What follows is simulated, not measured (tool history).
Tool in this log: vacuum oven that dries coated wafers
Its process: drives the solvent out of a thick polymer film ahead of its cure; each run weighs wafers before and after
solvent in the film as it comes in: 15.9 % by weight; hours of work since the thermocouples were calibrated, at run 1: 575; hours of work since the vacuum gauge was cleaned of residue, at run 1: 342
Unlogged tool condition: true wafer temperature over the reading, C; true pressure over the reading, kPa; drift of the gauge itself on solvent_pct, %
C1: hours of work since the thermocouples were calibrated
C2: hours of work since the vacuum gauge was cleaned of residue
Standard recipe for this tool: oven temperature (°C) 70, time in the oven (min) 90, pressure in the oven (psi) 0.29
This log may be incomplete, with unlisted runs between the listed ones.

{"run": 1, "hour": 0.0, "oven temperature (°C)": 70, "time in the oven (min)": 90, "pressure in the oven (psi)": 0.29, "C1": 575, "C2": 342, "solvent left in the film (%)": 1.81}
{"run": 2, "hour": 14.0, "oven temperature (°C)": 70, "time in the oven (min)": 90, "pressure in the oven (psi)": 0.29, "C1": 584, "C2": 351, "solvent left in the film (%)": 1.8}
{"run": 3, "hour": 23.5, "oven temperature (°C)": 70, "time in the oven (min)": 76, "pressure in the oven (psi)": 0.29, "C1": 590, "C2": 357, "solvent left in the film (%)": 2.26}
{"run": 4, "hour": 30.3, "oven temperature (°C)": 70, "time in the oven (min)": 76, "pressure in the oven (psi)": 0.29, "C1": 594, "C2": 361, "solvent left in the film (%)": 2.26}
{"run": 5, "hour": 42.7, "oven temperature (°C)": 70, "time in the oven (min)": 76, "pressure in the oven (psi)": 0.29, "C1": 602, "C2": 369, "solvent left in the film (%)": 2.25}
{"run": 6, "hour": 55.7, "oven temperature (°C)": 70, "time in the oven (min)": 76, "pressure in the oven (psi)": 0.29, "C1": 610, "C2": 377, "solvent left in the film (%)": 2.25}
{"run": 7, "hour": 71.0, "oven temperature (°C)": 77, "time in the oven (min)": 76, "pressure in the oven (psi)": 0.29, "C1": 620, "C2": 386, "solvent left in the film (%)": 1.11}
{"run": 8, "hour": 78.5, "oven temperature (°C)": 70, "time in the oven (min)": 90, "pressure in the oven (psi)": 0.29, "C1": 624, "C2": 391, "solvent left in the film (%)": 1.77}
{"run": 9, "hour": 87.0, "oven temperature (°C)": 70, "time in the oven (min)": 90, "pressure in the oven (psi)": 0.29, "C1": 629, "C2": 396, "solvent left in the film (%)": 1.8}
{"run": 10, "hour": 101.8, "oven temperature (°C)": 70, "time in the oven (min)": 90, "pressure in the oven (psi)": 0.29, "C1": 639, "C2": 405, "solvent left in the film (%)": 1.79}
{"run": 11, "hour": 115.5, "oven temperature (°C)": 70, "time in the oven (min)": 53, "pressure in the oven (psi)": 0.548, "C1": 647, "C2": 414, "solvent left in the film (%)": 4.2}
{"run": 12, "hour": 126.3, "oven temperature (°C)": 70, "time in the oven (min)": 53, "pressure in the oven (psi)": 0.548, "C1": 654, "C2": 421, "solvent left in the film (%)": 4.21}
{"run": 13, "hour": 140.0, "oven temperature (°C)": 70, "time in the oven (min)": 53, "pressure in the oven (psi)": 0.548, "C1": 662, "C2": 429, "solvent left in the film (%)": 4.18}
{"run": 14, "hour": 154.8, "oven temperature (°C)": 58, "time in the oven (min)": 98, "pressure in the oven (psi)": 0.29, "C1": 672, "C2": 438, "solvent left in the film (%)": 4.69}
{"run": 15, "hour": 170.5, "oven temperature (°C)": 58, "time in the oven (min)": 98, "pressure in the oven (psi)": 0.29, "C1": 681, "C2": 448, "solvent left in the film (%)": 4.65}
{"run": 16, "hour": 184.5, "oven temperature (°C)": 68, "time in the oven (min)": 99, "pressure in the oven (psi)": 0.29, "C1": 690, "C2": 457, "solvent left in the film (%)": 1.92}
{"run": 17, "hour": 197.3, "oven temperature (°C)": 71, "time in the oven (min)": 62, "pressure in the oven (psi)": 0.395, "C1": 698, "C2": 465, "solvent left in the film (%)": 2.87}
{"run": 18, "hour": 206.7, "oven temperature (°C)": 61, "time in the oven (min)": 62, "pressure in the oven (psi)": 0.152, "C1": 704, "C2": 471, "solvent left in the film (%)": 5.22}
{"run": 19, "hour": 221.1, "oven temperature (°C)": 70, "time in the oven (min)": 158, "pressure in the oven (psi)": 0.634, "C1": 713, "C2": 480, "solvent left in the film (%)": 2.1}

What if the next run were any one of these 5? Each begins from the tool's condition after run 19:
{"run": "A", "hour": 235.3, "oven temperature (°C)": 70, "time in the oven (min)": 136, "pressure in the oven (psi)": 0.869, "C1": 722, "C2": 488, "solvent left in the film (%)": "?"}
{"run": "B", "hour": 235.3, "oven temperature (°C)": 82, "time in the oven (min)": 90, "pressure in the oven (psi)": 0.804, "C1": 722, "C2": 488, "solvent left in the film (%)": "?"}
{"run": "C", "hour": 235.3, "oven temperature (°C)": 67, "time in the oven (min)": 60, "pressure in the oven (psi)": 0.175, "C1": 722, "C2": 488, "solvent left in the film (%)": "?"}
{"run": "D", "hour": 235.3, "oven temperature (°C)": 70, "time in the oven (min)": 90, "pressure in the oven (psi)": 0.22, "C1": 722, "C2": 488, "solvent left in the film (%)": "?"}
{"run": "E", "hour": 235.3, "oven temperature (°C)": 70, "time in the oven (min)": 100, "pressure in the oven (psi)": 0.634, "C1": 722, "C2": 488, "solvent left in the film (%)": "?"}

run=A solvent_left_in_the_film_(%)=2.91
run=B solvent_left_in_the_film_(%)=1.62
run=C solvent_left_in_the_film_(%)=3.52
run=D solvent_left_in_the_film_(%)=1.58
run=E solvent_left_in_the_film_(%)=2.6
Take away the tool's hidden state, keep each run's random variation, and the runs would have read:
run=A solvent_left_in_the_film_(%)=2.92
run=B solvent_left_in_the_film_(%)=1.63
run=C solvent_left_in_the_film_(%)=3.54
run=D solvent_left_in_the_film_(%)=1.59
run=E solvent_left_in_the_film_(%)=2.61
